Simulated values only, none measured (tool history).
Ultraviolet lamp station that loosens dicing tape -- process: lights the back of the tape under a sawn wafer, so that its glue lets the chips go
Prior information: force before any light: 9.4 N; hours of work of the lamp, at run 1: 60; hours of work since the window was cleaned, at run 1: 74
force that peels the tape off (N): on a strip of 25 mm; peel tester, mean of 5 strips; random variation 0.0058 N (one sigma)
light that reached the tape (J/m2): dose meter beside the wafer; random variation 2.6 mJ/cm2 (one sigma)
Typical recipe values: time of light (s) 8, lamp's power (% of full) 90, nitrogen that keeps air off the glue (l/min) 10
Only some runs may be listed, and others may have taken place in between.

| run | hour | time of light (s) | lamp's power (% of full) | nitrogen that keeps air off the glue (l/min) | hours of work of the lamp | hours of work since the window was cleaned | force that peels the tape off (N) | light that reached the tape (J/m2) |
|---|---|---|---|---|---|---|---|---|
| 1 | 0 | 8 | 90 | 10 | 60 | 74 | 0.167 | 3140 |
| 2 | 10.7 | 7 | 90 | 10 | 68 | 81 | 0.234 | 2750 |
| 3 | 19.7 | 7 | 90 | 10 | 74 | 87 | 0.239 | 2680 |
| 4 | 32.6 | 7 | 90 | 10 | 83 | 96 | 0.244 | 2710 |
| 5 | 42.1 | 8 | 77 | 10 | 89 | 102 | 0.26 | 2640 |
| 6 | 56.4 | 8 | 71 | 10 | 99 | 112 | 0.344 | 2390 |
| 7 | 66.5 | 8 | 71 | 10 | 106 | 119 | 0.329 | 2370 |
| 8 | 80.1 | 8 | 88 | 10 | 115 | 128 | 0.192 | 2950 |
|  | 81.3 | window cleaned of glue's vapour |
| 9 | 87.2 | 8 | 74 | 10 | 119 | 4 | 0.326 | 2370 |
| 10 | 98.9 | 8 | 74 | 10 | 127 | 12 | 0.354 | 2410 |
| 11 | 106.8 | 8 | 90 | 10 | 133 | 17 | 0.199 | 2850 |
| 12 | 114.6 | 8 | 90 | 10 | 138 | 23 | 0.205 | 2910 |
|  | 118.7 | window cleaned of glue's vapour, once more |
| 13 | 125.7 | 8 | 90 | 10 | 145 | 5 | 0.171 | 3170 |
| 14 | 132.1 | 9 | 90 | 10 | 150 | 9 | 0.129 | 3590 |
| 15 | 141.2 | 15 | 83 | 9 | 156 | 15 | 0.08 | 5440 |
| 16 | 151.1 | 8 | 64 | 8 | 163 | 22 | 0.461 | 2250 |
| 17 | 158.5 | 11 | 85 | 4 | 168 | 27 | 0.143 | 4040 |
| 18 | 166.9 | 9 | 90 | 4 | 173 | 33 | 0.204 | 3490 |
| 19 | 181.4 | 9 | 69 | 11 | 183 | 43 | 0.234 | 2610 |
| 20 | 194.2 | 9 | 69 | 11 | 192 | 51 | 0.249 | 2650 |
| 21 | 202.9 | 9 | 65 | 11 | 198 | 57 | 0.288 | 2490 |
| 22 | 214.8 | 7 | 68 | 4 | 206 | 65 | 0.871 | 2000 |
| 23 | 226.5 | 4 | 62 | 17 | 214 | 73 | 1.795 | 1040 |
| 24 | 238.4 | 4 | 62 | 5 | 222 | 81 | 2.523 | 1020 |
| 25 | 247.4 | 11 | 81 | 7 | 228 | 88 | 0.126 | 3720 |
| 26 | 260.2 | 6 | 90 | 8 | 237 | 96 | 0.485 | 2230 |
| 27 | 267.5 | 10 | 69 | 4 | 242 | 101 | 0.368 | 2850 |

Here are 4 independent what-if runs from the current tool condition. What would each one return?
| A | 280.1 | 11 | 93 | 6 | 250 | 110 | ? | ? |
| B | 280.1 | 10 | 92 | 9 | 250 | 110 | ? | ? |
| C | 280.1 | 5 | 70 | 15 | 250 | 110 | ? | ? |
| D | 280.1 | 8 | 73 | 14 | 250 | 110 | ? | ? |

| run | force that peels the tape off (N) | light that reached the tape (J/m2) |
|---|---|---|
| A | 0.114 | 4140 |
| B | 0.126 | 3750 |
| C | 1.046 | 1420 |
| D | 0.309 | 2370 |
Had the tool no hidden state, the same runs would have come out as:
| run | force that peels the tape off (N) | light that reached the tape (J/m2) |
|---|---|---|
| A | 0.097 | 4680 |
| B | 0.107 | 4230 |
| C | 0.8 | 1610 |
| D | 0.222 | 2670 |

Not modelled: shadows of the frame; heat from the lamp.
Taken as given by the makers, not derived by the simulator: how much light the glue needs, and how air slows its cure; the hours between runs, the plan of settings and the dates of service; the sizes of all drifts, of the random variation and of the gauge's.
